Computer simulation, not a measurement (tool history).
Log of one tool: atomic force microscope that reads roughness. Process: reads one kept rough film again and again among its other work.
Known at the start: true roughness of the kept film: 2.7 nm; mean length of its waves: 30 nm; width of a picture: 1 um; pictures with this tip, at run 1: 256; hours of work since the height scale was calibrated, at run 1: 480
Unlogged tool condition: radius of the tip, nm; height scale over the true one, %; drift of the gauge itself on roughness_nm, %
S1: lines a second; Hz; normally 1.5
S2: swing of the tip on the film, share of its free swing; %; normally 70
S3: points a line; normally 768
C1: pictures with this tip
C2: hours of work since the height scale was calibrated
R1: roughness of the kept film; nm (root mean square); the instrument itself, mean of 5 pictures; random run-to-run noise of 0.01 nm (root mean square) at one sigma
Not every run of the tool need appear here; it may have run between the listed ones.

Run 1, day 0: usual settings; C1 256; C2 480. Result: R1 2.04 nm (root mean square).
Run 2, day 1.262: usual settings; C1 298; C2 504. Result: R1 2.019 nm (root mean square).
Run 3, day 2.442: usual settings; C1 337; C2 526. Result: R1 1.981 nm (root mean square).
At day 3.938: new tip fitted.
Run 4, day 3.938: usual settings; C1 0; C2 553. Result: R1 2.338 nm (root mean square).
Run 5, day 5.017: usual settings; C1 36; C2 573. Result: R1 2.314 nm (root mean square).
Run 6, day 6.6: usual settings; C1 88; C2 603. Result: R1 2.252 nm (root mean square).
Run 7, day 8.708: usual settings; C1 158; C2 642. Result: R1 2.178 nm (root mean square).
Run 8, day 10.088: usual settings but S1 1.1 Hz, S2 55 %, S3 782; C1 204; C2 668. Result: R1 2.281 nm (root mean square).
Run 9, day 12.538: usual settings but S1 1.1 Hz, S2 55 %, S3 782; C1 285; C2 714. Result: R1 2.205 nm (root mean square).
Run 10, day 14.1: usual settings but S2 82 %; C1 337; C2 743. Result: R1 1.892 nm (root mean square).

Expected results for the next run?
At day 15.542: new tip fitted.
Run 11, day 16.488: usual settings but S1 0.51 Hz, S2 82 %; C1 31; C2 787. Result: R1 ?.

R1: 2.389 nm (root mean square)
With the hidden condition absent and the run-to-run variation left alone, this run would have shown R1 2.41 nm (root mean square).
